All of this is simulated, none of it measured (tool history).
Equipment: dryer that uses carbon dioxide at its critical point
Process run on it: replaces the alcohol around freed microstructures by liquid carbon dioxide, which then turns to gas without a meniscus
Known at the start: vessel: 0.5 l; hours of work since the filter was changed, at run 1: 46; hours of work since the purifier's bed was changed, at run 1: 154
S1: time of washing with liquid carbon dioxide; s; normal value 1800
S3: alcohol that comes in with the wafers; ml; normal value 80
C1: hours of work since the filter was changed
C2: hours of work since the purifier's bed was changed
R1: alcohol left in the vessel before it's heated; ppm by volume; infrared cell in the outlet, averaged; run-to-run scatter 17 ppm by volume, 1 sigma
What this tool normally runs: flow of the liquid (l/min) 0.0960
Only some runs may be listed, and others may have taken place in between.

Run 1, hour 0.0: usual settings; C1 46; C2 154. Result: R1 1263 ppm by volume.
Run 2, hour 27.7: usual settings; C1 60; C2 168. Result: R1 1259 ppm by volume.
Run 3, hour 75.0: usual settings; C1 84; C2 192. Result: R1 1275 ppm by volume.
Run 4, hour 102.9: usual settings; C1 97; C2 206. Result: R1 1320 ppm by volume.
Run 5, hour 125.7: usual settings; C1 109; C2 217. Result: R1 1356 ppm by volume.
Run 6, hour 161.4: usual settings but S1 1980 s; C1 127; C2 235. Result: R1 875 ppm by volume.
Run 7, hour 206.6: usual settings but S1 1980 s; C1 149; C2 258. Result: R1 916 ppm by volume.
Run 8, hour 227.3: usual settings; C1 160; C2 268. Result: R1 1459 ppm by volume.
Run 9, hour 266.8: usual settings; C1 180; C2 288. Result: R1 1485 ppm by volume.
Run 10, hour 289.9: usual settings; C1 191; C2 299. Result: R1 1509 ppm by volume.
Run 11, hour 339.8: usual settings but S3 40 ml; C1 216; C2 324. Result: R1 833 ppm by volume.
At hour 373.0: inlet filter changed.
Run 12, hour 389.5: usual settings; C1 8; C2 349. Result: R1 1233 ppm by volume.
Run 13, hour 430.9: usual settings; C1 29; C2 369. Result: R1 1241 ppm by volume.
Run 14, hour 456.0: usual settings but flow of the liquid (l/min) 0.1479, S3 31 ml; C1 42; C2 382. Result: R1 145 ppm by volume.
Run 15, hour 498.0: usual settings but S1 1260 s, flow of the liquid (l/min) 0.1494, S3 31 ml; C1 63; C2 403. Result: R1 451 ppm by volume.
Run 16, hour 549.2: usual settings but S1 1260 s, flow of the liquid (l/min) 0.1494, S3 31 ml; C1 88; C2 429. Result: R1 464 ppm by volume.
Run 17, hour 600.3: usual settings but S1 1260 s, flow of the liquid (l/min) 0.1494, S3 31 ml; C1 114; C2 454. Result: R1 482 ppm by volume.
Run 18, hour 628.4: usual settings but S1 1260 s, flow of the liquid (l/min) 0.1502, S3 71 ml; C1 128; C2 468. Result: R1 949 ppm by volume.

Run 19 is up next; what results do you expect?
Run 19, hour 674.1: usual settings but flow of the liquid (l/min) 0.1237; C1 151; C2 491. Result: R1 ?.

R1: 500 ppm by volume
Minus the tool's unlogged condition, the same run would have read R1 281 ppm by volume.
